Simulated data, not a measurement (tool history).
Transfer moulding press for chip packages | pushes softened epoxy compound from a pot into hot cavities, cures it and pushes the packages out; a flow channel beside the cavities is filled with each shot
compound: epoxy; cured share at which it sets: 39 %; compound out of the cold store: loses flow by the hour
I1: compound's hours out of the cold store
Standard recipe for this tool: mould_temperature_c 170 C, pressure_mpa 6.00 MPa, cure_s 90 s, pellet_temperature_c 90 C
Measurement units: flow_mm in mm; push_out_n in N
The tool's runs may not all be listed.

Run 1, hour 0.0: usual settings; I1 15.8. Result: flow_mm 496 mm, push_out_n 377 N.
At hour 25.7: cavities cleaned with cleaning compound and waxed.
Run 2, hour 43.6: usual settings; I1 33.9. Result: flow_mm 467 mm, push_out_n 273 N.
Run 3, hour 81.7: usual settings; I1 28.8. Result: flow_mm 463 mm, push_out_n 382 N.
At hour 100.3: plunger's sealing rings changed.
At hour 101.8: cavities cleaned with cleaning compound and waxed.
Run 4, hour 127.1: usual settings; I1 38.0. Result: flow_mm 475 mm, push_out_n 283 N.
At hour 174.6: cavities cleaned with cleaning compound and waxed.
Run 5, hour 187.7: usual settings; I1 22.7. Result: flow_mm 489 mm, push_out_n 279 N.
At hour 239.8: mould's thermocouples calibrated.
Run 6, hour 240.3: usual settings; I1 30.5. Result: flow_mm 474 mm, push_out_n 385 N.
At hour 248.5: cavities cleaned with cleaning compound and waxed.
Run 7, hour 281.5: usual settings but pellet_temperature_c 94 C; I1 37.3. Result: flow_mm 456 mm, push_out_n 308 N.
At hour 321.6: cavities cleaned with cleaning compound and waxed.
At hour 327.7: plunger's sealing rings changed.
Run 8, hour 339.6: usual settings but pellet_temperature_c 94 C; I1 15.0. Result: flow_mm 508 mm, push_out_n 263 N.
At hour 396.9: cavities cleaned with cleaning compound and waxed.
Run 9, hour 400.1: usual settings but pellet_temperature_c 94 C; I1 10.2. Result: flow_mm 510 mm, push_out_n 204 N.
Run 10, hour 439.2: usual settings but pellet_temperature_c 94 C; I1 14.4. Result: flow_mm 496 mm, push_out_n 339 N.
At hour 469.5: cavities cleaned with cleaning compound and waxed.
Run 11, hour 483.6: usual settings but pellet_temperature_c 94 C; I1 16.4. Result: flow_mm 482 mm, push_out_n 245 N.
Run 12, hour 517.0: usual settings but pellet_temperature_c 94 C; I1 17.1. Result: flow_mm 481 mm, push_out_n 333 N.
At hour 542.0: cavities cleaned with cleaning compound and waxed.
At hour 549.6: plunger's sealing rings changed.
Run 13, hour 573.4: usual settings but pellet_temperature_c 94 C; I1 33.8. Result: flow_mm 482 mm, push_out_n 294 N.
At hour 617.5: mould's thermocouples calibrated, once more.
At hour 619.0: cavities cleaned with cleaning compound and waxed.
Run 14, hour 628.8: usual settings but pellet_temperature_c 94 C; I1 24.4. Result: flow_mm 493 mm, push_out_n 285 N.
Run 15, hour 681.6: usual settings but pellet_temperature_c 95 C; I1 29.7. Result: flow_mm 481 mm, push_out_n 428 N.
At hour 692.2: cavities cleaned with cleaning compound and waxed.
Run 16, hour 739.3: usual settings but pellet_temperature_c 95 C; I1 26.3. Result: flow_mm 476 mm, push_out_n 389 N.
At hour 764.8: cavities cleaned with cleaning compound and waxed.
At hour 778.5: plunger's sealing rings changed.
Run 17, hour 780.1: usual settings but pellet_temperature_c 95 C; I1 23.3. Result: flow_mm 504 mm, push_out_n 277 N.
Run 18, hour 807.3: usual settings but mould_temperature_c 165 C; I1 33.4. Result: flow_mm 499 mm, push_out_n 491 N.
At hour 840.1: cavities cleaned with cleaning compound and waxed.
Run 19, hour 850.7: usual settings but mould_temperature_c 174 C, pressure_mpa 5.70 MPa; I1 30.8. Result: flow_mm 467 mm, push_out_n 217 N.
Run 20, hour 907.5: usual settings but pressure_mpa 5.28 MPa; I1 43.6. Result: flow_mm 428 mm, push_out_n 399 N.
At hour 911.7: cavities cleaned with cleaning compound and waxed.
Run 21, hour 971.6: usual settings but pressure_mpa 4.88 MPa, cure_s 80 s; I1 35.5. Result: flow_mm 414 mm, push_out_n 500 N.
At hour 985.3: cavities cleaned with cleaning compound and waxed.
At hour 1004.3: plunger's sealing rings changed.
Run 22, hour 1015.0: usual settings but mould_temperature_c 167 C, pellet_temperature_c 88 C; I1 37.1. Result: flow_mm 488 mm, push_out_n 370 N.
At hour 1060.9: cavities cleaned with cleaning compound and waxed.
Run 23, hour 1079.9: usual settings but mould_temperature_c 163 C, pressure_mpa 4.83 MPa, cure_s 78 s, pellet_temperature_c 91 C; I1 22.3. Result: flow_mm 454 mm, push_out_n 679 N.
At hour 1133.8: cavities cleaned with cleaning compound and waxed.
Run 24, hour 1139.9: usual settings but mould_temperature_c 163 C, pressure_mpa 4.83 MPa, cure_s 78 s, pellet_temperature_c 91 C; I1 14.5. Result: flow_mm 457 mm, push_out_n 554 N.
Run 25, hour 1188.8: usual settings but mould_temperature_c 163 C, pressure_mpa 4.83 MPa, cure_s 78 s, pellet_temperature_c 91 C; I1 18.5. Result: flow_mm 446 mm, push_out_n 840 N.
At hour 1205.3: cavities cleaned with cleaning compound and waxed.
At hour 1231.0: plunger's sealing rings changed.
Run 26, hour 1243.6: usual settings but mould_temperature_c 163 C, pressure_mpa 4.83 MPa, cure_s 122 s, pellet_temperature_c 91 C; I1 34.2. Result: flow_mm 450 mm, push_out_n 314 N.
At hour 1280.2: cavities cleaned with cleaning compound and waxed.
Run 27, hour 1285.2: usual settings but mould_temperature_c 163 C, pressure_mpa 4.83 MPa, cure_s 122 s, pellet_temperature_c 91 C; I1 40.7. Result: flow_mm 438 mm, push_out_n 221 N.
Run 28, hour 1334.2: usual settings but mould_temperature_c 163 C, pressure_mpa 4.83 MPa, cure_s 122 s, pellet_temperature_c 91 C; I1 18.3. Result: flow_mm 460 mm, push_out_n 354 N.

Each row is a separate what-if for the run after 28, all from the same tool condition, not one after another. Results?
At hour 1353.0: cavities cleaned with cleaning compound and waxed.
Run A, hour 1376.7: usual settings but pressure_mpa 4.97 MPa; I1 40.4. Result: flow_mm ?, push_out_n ?.
At hour 1353.0: cavities cleaned with cleaning compound and waxed.
Run B, hour 1376.7: usual settings but mould_temperature_c 163 C, pressure_mpa 4.83 MPa, cure_s 122 s, pellet_temperature_c 99 C; I1 29.7. Result: flow_mm ?, push_out_n ?.
At hour 1353.0: cavities cleaned with cleaning compound and waxed.
Run C, hour 1376.7: usual settings but mould_temperature_c 166 C, pressure_mpa 6.35 MPa, cure_s 103 s, pellet_temperature_c 91 C; I1 26.7. Result: flow_mm ?, push_out_n ?.

run  flow_mm  push_out_n
  A      419         306
  B      437         294
  C      497         316
Had the tool no hidden state, the same runs would have come out as:
run  flow_mm  push_out_n
  A      438         212
  B      456         202
  C      520         221
